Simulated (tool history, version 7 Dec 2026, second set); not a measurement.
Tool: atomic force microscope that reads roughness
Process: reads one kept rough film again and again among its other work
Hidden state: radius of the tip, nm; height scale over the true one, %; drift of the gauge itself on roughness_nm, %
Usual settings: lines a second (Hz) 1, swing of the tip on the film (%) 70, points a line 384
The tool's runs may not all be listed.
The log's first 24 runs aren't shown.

run   hour  lines a second (Hz)  swing of the tip on the film (%)  points a line  pictures with this tip  hours of work since the height scale was calibrated  roughness of the kept film (nm (root mean square))
 25  291.6                 0.61                                65            384                      85                                                  368                                               2.045
 26  305.1                    1                                70            384                      98                                                  375                                               1.974
 27  317.8                    1                                70            357                     111                                                  383                                               1.963
 28  332.5                    1                                66            357                     126                                                  391                                               1.977
     335.1  -- new tip fitted
 29  342.1                    1                                61            357                       7                                                  396                                               2.112
 30  357.6                 2.12                                70            366                      23                                                  405                                                1.91
 31  365.2                 3.04                                83            747                      31                                                  409                                               1.552
 32  379.6                    1                                79            559                      45                                                  417                                               1.953
 33  391.1                    1                                76            384                      57                                                  424                                               1.952

Forecast run 34:
 34  399.4                 0.79                                76            967                      66                                                  429                                                   ?

roughness of the kept film (nm (root mean square)): 2.002
Without the tool's hidden state the same run would have given roughness of the kept film (nm (root mean square)) 2.074.
